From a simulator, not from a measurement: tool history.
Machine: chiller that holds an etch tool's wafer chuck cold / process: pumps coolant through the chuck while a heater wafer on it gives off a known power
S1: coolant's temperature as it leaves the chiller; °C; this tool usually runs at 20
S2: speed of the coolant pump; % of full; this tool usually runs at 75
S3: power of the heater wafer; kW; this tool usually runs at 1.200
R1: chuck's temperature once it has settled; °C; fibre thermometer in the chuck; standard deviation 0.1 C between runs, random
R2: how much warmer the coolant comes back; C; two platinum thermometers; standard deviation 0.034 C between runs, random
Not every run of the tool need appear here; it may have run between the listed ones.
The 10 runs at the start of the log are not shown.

| run | hour | S1 | S2 | S3 | R1 | R2 |
|---|---|---|---|---|---|---|
| 11 | 227.1 | 20 | 87 | 1.200 | 32.2 | 4.29 |
| 12 | 254.8 | 20 | 87 | 1.200 | 32.3 | 4.27 |
| 13 | 276.3 | 20 | 87 | 1.200 | 32.2 | 4.35 |
| 14 | 309.4 | 20 | 87 | 1.200 | 32.1 | 4.34 |
| 15 | 338.5 | 20 | 70 | 1.200 | 33.8 | 5.38 |
| 16 | 352.6 | 20 | 70 | 1.200 | 33.9 | 5.32 |
| 17 | 371.1 | 20 | 70 | 1.200 | 33.8 | 5.38 |
| 18 | 388.2 | 20 | 89 | 1.200 | 32.2 | 4.15 |
| 19 | 402.3 | 26 | 77 | 0.868 | 35.3 | 3.47 |
| 20 | 424.2 | 25 | 75 | 1.200 | 38.1 | 4.94 |
| 21 | 440.2 | 13 | 70 | 0.664 | 20.6 | 2.81 |
| 22 | 470.2 | 20 | 73 | 0.633 | 27.1 | 2.58 |
| 23 | 494.3 | 20 | 73 | 0.633 | 27.1 | 2.62 |
| 24 | 522.2 | 20 | 73 | 0.633 | 27.0 | 2.60 |
| 25 | 546.2 | 19 | 69 | 1.497 | 36.4 | 6.76 |
|  | 562.1 | chiller's thermometer calibrated |
| 26 | 563.3 | 11 | 69 | 1.358 | 26.7 | 6.10 |
| 27 | 587.4 | 19 | 75 | 1.488 | 35.5 | 6.16 |
| 28 | 619.3 | 19 | 75 | 1.488 | 35.3 | 6.08 |
| 29 | 649.7 | 20 | 72 | 0.795 | 28.9 | 3.28 |
| 30 | 676.5 | 20 | 72 | 0.795 | 29.0 | 3.22 |
| 31 | 695.8 | 20 | 72 | 0.795 | 29.0 | 3.31 |

Branching from run 31: 4 alternative next runs. What would each branch give?
| A | 711.3 | 20 | 75 | 0.889 | ? | ? |
| B | 711.3 | 28 | 77 | 0.750 | ? | ? |
| C | 711.3 | 10 | 72 | 0.795 | ? | ? |
| D | 711.3 | 20 | 72 | 0.772 | ? | ? |

| run | R1 | R2 |
|---|---|---|
| A | 29.8 | 3.51 |
| B | 36.1 | 2.83 |
| C | 19.0 | 3.20 |
| D | 28.7 | 3.17 |
The same runs, with their run-to-run variation unchanged, on a tool lacking any hidden condition would have given:
| run | R1 | R2 |
|---|---|---|
| A | 29.8 | 3.80 |
| B | 36.1 | 3.12 |
| C | 19.0 | 3.50 |
| D | 28.7 | 3.47 |
